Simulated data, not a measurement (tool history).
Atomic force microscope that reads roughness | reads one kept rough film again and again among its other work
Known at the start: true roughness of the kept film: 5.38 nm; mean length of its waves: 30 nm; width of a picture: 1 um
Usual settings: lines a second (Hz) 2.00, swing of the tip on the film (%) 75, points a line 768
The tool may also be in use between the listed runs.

run,hour,lines a second (Hz),swing of the tip on the film (%),points a line,roughness of the kept film (nm (root mean square))
1,0.0,2.00,75,768,3.517
2,51.1,2.00,75,768,3.137
3,98.3,2.00,75,768,2.873
# hour 124.2: new tip fitted
4,127.1,2.00,75,768,3.862
5,166.8,2.00,75,768,3.574
6,203.0,2.00,75,446,3.259
7,252.8,2.00,75,446,2.958
# hour 287.1: new tip fitted
8,298.2,2.00,75,446,3.818
9,345.4,1.81,75,768,3.474
10,380.7,1.81,75,768,3.252
11,423.1,0.66,75,768,3.237
# hour 449.0: new tip fitted
12,471.3,0.66,55,768,4.243
13,510.2,0.66,55,768,3.868

Run 14 comes next. What will it give?
14,546.2,1.14,76,443,?

Run 14 gave roughness of the kept film (nm (root mean square)) 3.280.
Without the tool's hidden state the same run would have given roughness of the kept film (nm (root mean square)) 4.131.

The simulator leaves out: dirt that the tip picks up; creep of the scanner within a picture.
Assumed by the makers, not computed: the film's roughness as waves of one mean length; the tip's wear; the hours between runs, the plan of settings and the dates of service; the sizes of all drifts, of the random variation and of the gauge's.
